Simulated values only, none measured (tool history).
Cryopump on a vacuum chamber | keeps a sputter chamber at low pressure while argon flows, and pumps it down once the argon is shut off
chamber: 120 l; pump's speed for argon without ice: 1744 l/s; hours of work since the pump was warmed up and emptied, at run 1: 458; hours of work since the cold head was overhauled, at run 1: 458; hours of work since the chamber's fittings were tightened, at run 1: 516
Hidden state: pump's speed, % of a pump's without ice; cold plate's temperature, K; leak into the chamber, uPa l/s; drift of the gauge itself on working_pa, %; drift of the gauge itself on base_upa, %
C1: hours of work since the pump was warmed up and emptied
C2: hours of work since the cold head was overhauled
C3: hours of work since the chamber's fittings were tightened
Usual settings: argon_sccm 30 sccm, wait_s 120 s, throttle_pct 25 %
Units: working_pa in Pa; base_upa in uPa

{"run": 1, "day": 0.0, "argon_sccm": 30, "wait_s": 120, "throttle_pct": 25, "C1": 458, "C2": 458, "C3": 516, "working_pa": 0.1209, "base_upa": 1.07}
{"run": 2, "day": 0.783, "argon_sccm": 30, "wait_s": 120, "throttle_pct": 58, "C1": 472, "C2": 472, "C3": 530, "working_pa": 0.0539, "base_upa": 1.04}
{"run": 3, "day": 1.233, "argon_sccm": 30, "wait_s": 120, "throttle_pct": 25, "C1": 481, "C2": 481, "C3": 538, "working_pa": 0.1219, "base_upa": 1.07}
{"run": 4, "day": 1.904, "argon_sccm": 30, "wait_s": 120, "throttle_pct": 25, "C1": 493, "C2": 493, "C3": 551, "working_pa": 0.1215, "base_upa": 1.09}
{"run": 5, "day": 2.642, "argon_sccm": 30, "wait_s": 120, "throttle_pct": 25, "C1": 507, "C2": 507, "C3": 565, "working_pa": 0.1236, "base_upa": 1.08}
{"run": 6, "day": 2.967, "argon_sccm": 30, "wait_s": 120, "throttle_pct": 25, "C1": 513, "C2": 513, "C3": 571, "working_pa": 0.1211, "base_upa": 1.1}
{"run": 7, "day": 3.35, "argon_sccm": 30, "wait_s": 120, "throttle_pct": 25, "C1": 520, "C2": 520, "C3": 578, "working_pa": 0.1218, "base_upa": 1.03}
{"run": 8, "day": 3.754, "argon_sccm": 30, "wait_s": 120, "throttle_pct": 25, "C1": 527, "C2": 527, "C3": 585, "working_pa": 0.1203, "base_upa": 1.11}
{"day": 4.171, "done": "pump warmed up, emptied and cooled again"}
{"run": 9, "day": 4.333, "argon_sccm": 30, "wait_s": 120, "throttle_pct": 25, "C1": 3, "C2": 534, "C3": 592, "working_pa": 0.1159, "base_upa": 1.03}
{"run": 10, "day": 4.688, "argon_sccm": 30, "wait_s": 105, "throttle_pct": 25, "C1": 10, "C2": 541, "C3": 599, "working_pa": 0.1161, "base_upa": 1.14}
{"run": 11, "day": 5.271, "argon_sccm": 30, "wait_s": 105, "throttle_pct": 25, "C1": 20, "C2": 552, "C3": 610, "working_pa": 0.1159, "base_upa": 1.13}
{"run": 12, "day": 6.042, "argon_sccm": 30, "wait_s": 120, "throttle_pct": 25, "C1": 35, "C2": 566, "C3": 624, "working_pa": 0.117, "base_upa": 1.07}
{"run": 13, "day": 6.729, "argon_sccm": 30, "wait_s": 120, "throttle_pct": 25, "C1": 48, "C2": 579, "C3": 637, "working_pa": 0.1163, "base_upa": 1.02}
{"run": 14, "day": 7.167, "argon_sccm": 30, "wait_s": 120, "throttle_pct": 25, "C1": 56, "C2": 587, "C3": 645, "working_pa": 0.1167, "base_upa": 1.02}
{"run": 15, "day": 7.696, "argon_sccm": 21, "wait_s": 120, "throttle_pct": 25, "C1": 66, "C2": 597, "C3": 655, "working_pa": 0.0817, "base_upa": 1.02}
{"run": 16, "day": 8.162, "argon_sccm": 30, "wait_s": 120, "throttle_pct": 25, "C1": 74, "C2": 605, "C3": 663, "working_pa": 0.1176, "base_upa": 1.09}
{"run": 17, "day": 8.796, "argon_sccm": 30, "wait_s": 120, "throttle_pct": 25, "C1": 86, "C2": 617, "C3": 675, "working_pa": 0.1168, "base_upa": 1.05}
{"run": 18, "day": 9.162, "argon_sccm": 30, "wait_s": 120, "throttle_pct": 25, "C1": 93, "C2": 624, "C3": 682, "working_pa": 0.1175, "base_upa": 1.05}
{"run": 19, "day": 9.671, "argon_sccm": 27, "wait_s": 21, "throttle_pct": 46, "C1": 102, "C2": 634, "C3": 691, "working_pa": 0.0585, "base_upa": 4.02}
{"run": 20, "day": 10.242, "argon_sccm": 27, "wait_s": 66, "throttle_pct": 26, "C1": 113, "C2": 644, "C3": 702, "working_pa": 0.102, "base_upa": 1.6}
{"run": 21, "day": 11.017, "argon_sccm": 35, "wait_s": 51, "throttle_pct": 56, "C1": 127, "C2": 658, "C3": 716, "working_pa": 0.0625, "base_upa": 1.93}
{"run": 22, "day": 11.612, "argon_sccm": 35, "wait_s": 51, "throttle_pct": 56, "C1": 138, "C2": 670, "C3": 727, "working_pa": 0.0632, "base_upa": 1.96}
{"run": 23, "day": 12.3, "argon_sccm": 35, "wait_s": 88, "throttle_pct": 25, "C1": 151, "C2": 682, "C3": 740, "working_pa": 0.138, "base_upa": 1.37}
{"run": 24, "day": 12.796, "argon_sccm": 35, "wait_s": 88, "throttle_pct": 25, "C1": 160, "C2": 692, "C3": 749, "working_pa": 0.1369, "base_upa": 1.3}
{"run": 25, "day": 13.121, "argon_sccm": 19, "wait_s": 167, "throttle_pct": 33, "C1": 166, "C2": 698, "C3": 755, "working_pa": 0.0565, "base_upa": 0.93}
{"run": 26, "day": 13.55, "argon_sccm": 12, "wait_s": 271, "throttle_pct": 15, "C1": 174, "C2": 706, "C3": 763, "working_pa": 0.0787, "base_upa": 0.71}
{"run": 27, "day": 14.033, "argon_sccm": 13, "wait_s": 184, "throttle_pct": 25, "C1": 183, "C2": 715, "C3": 772, "working_pa": 0.0508, "base_upa": 0.92}

Run 28 comes next. What will it give?
{"run": 28, "day": 14.633, "argon_sccm": 28, "wait_s": 24, "throttle_pct": 25, "C1": 194, "C2": 726, "C3": 784, "working_pa": "?", "base_upa": "?"}

Run 28 gave working_pa 0.1097 Pa, base_upa 3.65 uPa.
Without the tool's hidden state the same run would have given working_pa 0.1078 Pa, base_upa 3.36 uPa.

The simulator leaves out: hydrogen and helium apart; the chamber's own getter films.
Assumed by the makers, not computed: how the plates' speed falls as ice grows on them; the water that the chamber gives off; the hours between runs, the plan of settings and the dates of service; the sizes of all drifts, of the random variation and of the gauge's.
